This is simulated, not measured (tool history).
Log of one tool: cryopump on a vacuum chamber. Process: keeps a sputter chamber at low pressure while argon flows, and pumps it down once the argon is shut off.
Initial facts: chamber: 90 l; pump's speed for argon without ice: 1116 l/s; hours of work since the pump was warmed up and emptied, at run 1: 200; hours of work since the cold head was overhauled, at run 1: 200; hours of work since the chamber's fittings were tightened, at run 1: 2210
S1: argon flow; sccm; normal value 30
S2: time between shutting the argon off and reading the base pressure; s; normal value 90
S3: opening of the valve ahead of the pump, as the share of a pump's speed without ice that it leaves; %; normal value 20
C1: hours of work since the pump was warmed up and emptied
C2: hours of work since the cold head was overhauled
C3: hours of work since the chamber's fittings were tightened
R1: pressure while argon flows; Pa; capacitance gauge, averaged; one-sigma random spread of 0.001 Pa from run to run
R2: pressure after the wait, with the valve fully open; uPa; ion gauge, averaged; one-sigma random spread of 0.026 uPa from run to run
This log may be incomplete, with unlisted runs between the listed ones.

| run | hour | S1 | S2 | S3 | C1 | C2 | C3 | R1 | R2 |
|---|---|---|---|---|---|---|---|---|---|
| 1 | 0 | 30 | 90 | 20 | 200 | 200 | 2210 | 0.2324 | 3.53 |
| 2 | 8 | 30 | 90 | 20 | 204 | 204 | 2214 | 0.231 | 3.48 |
| 3 | 16 | 31 | 90 | 20 | 208 | 208 | 2219 | 0.2391 | 3.64 |
| 4 | 30.7 | 31 | 90 | 20 | 216 | 216 | 2227 | 0.24 | 3.73 |
| 5 | 42.9 | 31 | 90 | 20 | 223 | 223 | 2233 | 0.2381 | 3.68 |
| 6 | 58.8 | 31 | 90 | 20 | 232 | 232 | 2242 | 0.2388 | 3.74 |
| 7 | 66 | 30 | 90 | 20 | 236 | 236 | 2246 | 0.2332 | 3.67 |
| 8 | 73.9 | 30 | 90 | 20 | 240 | 240 | 2250 | 0.2326 | 3.75 |
| 9 | 83.8 | 30 | 90 | 20 | 245 | 245 | 2256 | 0.2325 | 3.77 |
| 10 | 93 | 30 | 90 | 20 | 250 | 250 | 2261 | 0.2344 | 3.77 |
| 11 | 107.8 | 30 | 90 | 20 | 258 | 258 | 2269 | 0.2305 | 3.87 |
| 12 | 122 | 30 | 90 | 51 | 266 | 266 | 2276 | 0.094 | 3.72 |
| 13 | 132.2 | 30 | 90 | 51 | 272 | 272 | 2282 | 0.0947 | 3.9 |
| 14 | 146.6 | 30 | 90 | 51 | 279 | 279 | 2290 | 0.096 | 3.82 |
| 15 | 161.7 | 30 | 90 | 40 | 288 | 288 | 2298 | 0.1214 | 3.78 |
| 16 | 176.7 | 30 | 90 | 40 | 296 | 296 | 2306 | 0.1204 | 3.76 |
| 17 | 192.1 | 30 | 90 | 32 | 304 | 304 | 2314 | 0.1493 | 3.88 |
| 18 | 203.5 | 33 | 39 | 31 | 310 | 310 | 2321 | 0.168 | 5.02 |
| 19 | 218.9 | 58 | 39 | 55 | 319 | 319 | 2329 | 0.1718 | 5.13 |
| 20 | 229.1 | 18 | 253 | 46 | 324 | 324 | 2335 | 0.0636 | 3.26 |
| 21 | 241.7 | 45 | 253 | 33 | 331 | 331 | 2341 | 0.2163 | 3.39 |
| 22 | 256.9 | 13 | 299 | 33 | 339 | 339 | 2350 | 0.0635 | 3.36 |
| 23 | 268.8 | 34 | 222 | 17 | 346 | 346 | 2356 | 0.3127 | 3.45 |
| 24 | 283.8 | 34 | 222 | 17 | 354 | 354 | 2364 | 0.3126 | 3.44 |
| 25 | 295.1 | 48 | 55 | 26 | 360 | 360 | 2371 | 0.2916 | 4.43 |
| 26 | 311.3 | 48 | 55 | 26 | 369 | 369 | 2379 | 0.2918 | 4.58 |
| 27 | 325.3 | 48 | 55 | 26 | 377 | 377 | 2387 | 0.2943 | 4.6 |
| 28 | 334 | 29 | 78 | 46 | 381 | 381 | 2392 | 0.1041 | 4.18 |
| 29 | 348.8 | 29 | 78 | 46 | 389 | 389 | 2400 | 0.1031 | 4.21 |
| 30 | 355.6 | 45 | 90 | 20 | 393 | 393 | 2403 | 0.3544 | 4.04 |
| 31 | 363 | 18 | 165 | 20 | 397 | 397 | 2407 | 0.143 | 3.7 |

For each run, the measured value with the value that run would have given without the tool's hidden condition subtracted. The run-to-run variation is shared by both, the gauge scatter possibly not:
The hidden state here: pump's speed, % of a pump's without ice; cold plate's temperature, K; leak into the chamber, uPa l/s; drift of the gauge itself on working_pa, %; drift of the gauge itself on base_upa, %.
| run | R1 | R2 |
|---|---|---|
| 1 | +0.0045 | +2.44 |
| 2 | +0.0045 | +2.41 |
| 3 | +0.0047 | +2.52 |
| 4 | +0.005 | +2.57 |
| 5 | +0.0051 | +2.51 |
| 6 | +0.0054 | +2.6 |
| 7 | +0.0053 | +2.54 |
| 8 | +0.0054 | +2.61 |
| 9 | +0.0054 | +2.63 |
| 10 | +0.0056 | +2.64 |
| 11 | +0.0058 | +2.72 |
| 12 | +0.0059 | +2.61 |
| 13 | +0.0061 | +2.74 |
| 14 | +0.0063 | +2.67 |
| 15 | +0.0064 | +2.67 |
| 16 | +0.0065 | +2.67 |
| 17 | +0.0068 | +2.77 |
| 18 | +0.0077 | +2.77 |
| 19 | +0.0137 | +2.83 |
| 20 | +0.0044 | +2.73 |
| 21 | +0.0111 | +2.8 |
| 22 | +0.0033 | +2.85 |
| 23 | +0.0088 | +2.87 |
| 24 | +0.009 | +2.88 |
| 25 | +0.0129 | +2.81 |
| 26 | +0.0133 | +2.92 |
| 27 | +0.0136 | +2.93 |
| 28 | +0.0084 | +2.91 |
| 29 | +0.0085 | +2.95 |
| 30 | +0.0135 | +2.96 |
| 31 | +0.0054 | +3 |
